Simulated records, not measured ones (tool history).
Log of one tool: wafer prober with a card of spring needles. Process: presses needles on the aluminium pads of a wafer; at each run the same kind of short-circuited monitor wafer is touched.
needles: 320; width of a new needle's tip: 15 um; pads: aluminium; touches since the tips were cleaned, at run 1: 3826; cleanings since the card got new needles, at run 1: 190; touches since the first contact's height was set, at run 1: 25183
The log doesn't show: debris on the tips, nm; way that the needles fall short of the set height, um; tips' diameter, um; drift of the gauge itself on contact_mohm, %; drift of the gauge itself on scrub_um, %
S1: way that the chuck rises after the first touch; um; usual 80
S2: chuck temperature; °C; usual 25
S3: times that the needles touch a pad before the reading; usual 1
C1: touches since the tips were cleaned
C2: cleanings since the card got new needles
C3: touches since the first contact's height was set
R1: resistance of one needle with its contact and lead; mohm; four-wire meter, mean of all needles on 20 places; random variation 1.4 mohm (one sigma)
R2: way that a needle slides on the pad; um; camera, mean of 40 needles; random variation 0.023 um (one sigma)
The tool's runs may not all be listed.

run    hour   S1   S2  S3    C1   C2      C3   R1     R2
  1       0   80   25   1  3826  190   25183  111  12.55
        2.2  -- tips cleaned on abrasive film
       10.8  -- tips cleaned on abrasive film
       21.5  -- tips cleaned on abrasive film
       30.1  -- tips cleaned on abrasive film
       40.8  -- tips cleaned on abrasive film
       51.5  -- tips cleaned on abrasive film
  2    51.7   80   67   1   105  196   48586  118   12.6
       60.3  -- tips cleaned on abrasive film
         71  -- tips cleaned on abrasive film
       79.6  -- tips cleaned on abrasive film
       90.3  -- tips cleaned on abrasive film
       98.9  -- tips cleaned on abrasive film
      109.6  -- tips cleaned on abrasive film
  3   112.7  100   67   1  1445  202   76244  119  15.74
      119.2  -- tips cleaned on abrasive film
      127.8  -- tips cleaned on abrasive film
      138.5  -- tips cleaned on abrasive film
      147.1  -- tips cleaned on abrasive film
  4   155.3  100   67   1  3751  206   95528  117  15.77
      157.5  -- tips cleaned on abrasive film
      168.2  -- tips cleaned on abrasive film
      176.8  -- tips cleaned on abrasive film
      185.4  -- tips cleaned on abrasive film
      193.9  -- tips cleaned on abrasive film
      202.5  -- tips cleaned on abrasive film
  5   206.3  100   67   1  1746  212  118631  117  15.77
      212.8  -- tips cleaned on abrasive film
      221.4  -- tips cleaned on abrasive film
      221.7  -- height of the first contact set anew
      230.3  -- tips cleaned on abrasive film
        241  -- tips cleaned on abrasive film
      249.5  -- tips cleaned on abrasive film
  6     255  100   67   1  2499  217   15119  118   15.8
      259.3  -- tips cleaned on abrasive film
      267.9  -- tips cleaned on abrasive film
      276.5  -- tips cleaned on abrasive film
      285.1  -- tips cleaned on abrasive film
      293.7  -- tips cleaned on abrasive film
      302.3  -- tips cleaned on abrasive film
      314.3  -- card fitted with new needles
      322.8  -- tips cleaned on abrasive film
  7   328.8   86   67   1  2725    1    6608  118  13.61
      333.1  -- tips cleaned on abrasive film
      343.8  -- tips cleaned on abrasive film
      352.4  -- tips cleaned on abrasive film
        361  -- tips cleaned on abrasive film
  8   362.3   86   67   1   612    5   21781  118   13.6
      370.9  -- tips cleaned on abrasive film
      381.6  -- tips cleaned on abrasive film
      390.2  -- tips cleaned on abrasive film
      398.8  -- tips cleaned on abrasive film
  9   401.3   86   67   1  1147    9   39431  118  13.65
      407.7  -- tips cleaned on abrasive film
      416.3  -- tips cleaned on abrasive film
        427  -- tips cleaned on abrasive film
      435.6  -- tips cleaned on abrasive film
      444.2  -- tips cleaned on abrasive film
      452.8  -- tips cleaned on abrasive film
      461.4  -- tips cleaned on abrasive film
 10   468.6   80   41   1  3320   16   69928  116  12.65
      470.8  -- tips cleaned on abrasive film
      481.5  -- tips cleaned on abrasive film
      492.2  -- tips cleaned on abrasive film
      500.8  -- tips cleaned on abrasive film
 11   507.8   80   41   1  3194   20   87684  116   12.7
        510  -- tips cleaned on abrasive film
      518.6  -- tips cleaned on abrasive film
      527.2  -- tips cleaned on abrasive film
      535.8  -- tips cleaned on abrasive film
 12   541.7   80   25   1  2735   24  103038  113   12.7
      546.1  -- tips cleaned on abrasive film
      554.7  -- tips cleaned on abrasive film
      565.4  -- tips cleaned on abrasive film
      576.1  -- tips cleaned on abrasive film
 13   583.8   84   85   3  3535   28  122104  121  13.33
        586  -- tips cleaned on abrasive film
      590.6  -- height of the first contact set anew
        597  -- tips cleaned on abrasive film
      605.6  -- tips cleaned on abrasive film
      614.2  -- tips cleaned on abrasive film
      624.9  -- tips cleaned on abrasive film
 14   632.6   82   42   2  3509   33   19042  116  13.01
      634.8  -- tips cleaned on abrasive film
      643.4  -- tips cleaned on abrasive film
      651.9  -- tips cleaned on abrasive film
      660.5  -- tips cleaned on abrasive film
      671.2  -- tips cleaned on abrasive film
      679.8  -- tips cleaned on abrasive film
 15     688   71   25   1  3745   39   44142  114  11.23
      690.2  -- tips cleaned on abrasive film
      700.9  -- tips cleaned on abrasive film
      709.5  -- tips cleaned on abrasive film
      718.1  -- tips cleaned on abrasive film
      726.7  -- tips cleaned on abrasive film
      735.2  -- tips cleaned on abrasive film
      743.8  -- tips cleaned on abrasive film
      752.4  -- tips cleaned on abrasive film
 16   755.9   97   75   2  1595   47   74860  118  15.45
      762.3  -- tips cleaned on abrasive film
      770.9  -- tips cleaned on abrasive film
      779.5  -- tips cleaned on abrasive film
      788.1  -- tips cleaned on abrasive film
      796.7  -- tips cleaned on abrasive film
 17   798.1   80   53   2   645   52   93950  118  12.68
      806.7  -- tips cleaned on abrasive film
      817.4  -- tips cleaned on abrasive film
        826  -- tips cleaned on abrasive film
      836.7  -- tips cleaned on abrasive film
      845.2  -- tips cleaned on abrasive film
 18   851.2   86   92   1  2740   57  118046  123  13.72
      855.6  -- tips cleaned on abrasive film
      864.1  -- tips cleaned on abrasive film
      868.7  -- height of the first contact set anew
        873  -- tips cleaned on abrasive film
      881.6  -- tips cleaned on abrasive film
      892.3  -- tips cleaned on abrasive film
        903  -- tips cleaned on abrasive film
      911.6  -- tips cleaned on abrasive film
      920.2  -- tips cleaned on abrasive film
 19   920.8   80   27   2   275   65   23574  116  12.77
      929.4  -- tips cleaned on abrasive film
        938  -- tips cleaned on abrasive film
      948.7  -- tips cleaned on abrasive film
 20   956.2   80   45   3  3474   68   39670  117  12.76
      958.5  -- tips cleaned on abrasive film
      967.1  -- tips cleaned on abrasive film
      977.8  -- tips cleaned on abrasive film
      986.3  -- tips cleaned on abrasive film
 21   989.5   67  123   2  1454   72   54716  129   10.7
        996  -- tips cleaned on abrasive film
     1004.6  -- tips cleaned on abrasive film
     1013.1  -- tips cleaned on abrasive film
     1021.7  -- tips cleaned on abrasive film
     1030.3  -- tips cleaned on abrasive film
       1041  -- tips cleaned on abrasive film
     1051.7  -- tips cleaned on abrasive film
 22  1057.2   62   37   3  2510   79   85379  119   9.88

Measured less the same run without the tool's hidden state. The same run-to-run variation is in both; the gauge's scatter may not be:
run     R2
  1     +0
  2  +0.01
  3  +0.03
  4  +0.03
  5  +0.04
  6  +0.07
  7  +0.07
  8  +0.07
  9  +0.08
 10  +0.08
 11  +0.09
 12   +0.1
 13  +0.12
 14  +0.12
 15  +0.11
 16  +0.18
 17  +0.15
 18  +0.18
 19  +0.18
 20  +0.18
 21  +0.16
 22  +0.15
R1: within 1 mohm of the measured result in every run.

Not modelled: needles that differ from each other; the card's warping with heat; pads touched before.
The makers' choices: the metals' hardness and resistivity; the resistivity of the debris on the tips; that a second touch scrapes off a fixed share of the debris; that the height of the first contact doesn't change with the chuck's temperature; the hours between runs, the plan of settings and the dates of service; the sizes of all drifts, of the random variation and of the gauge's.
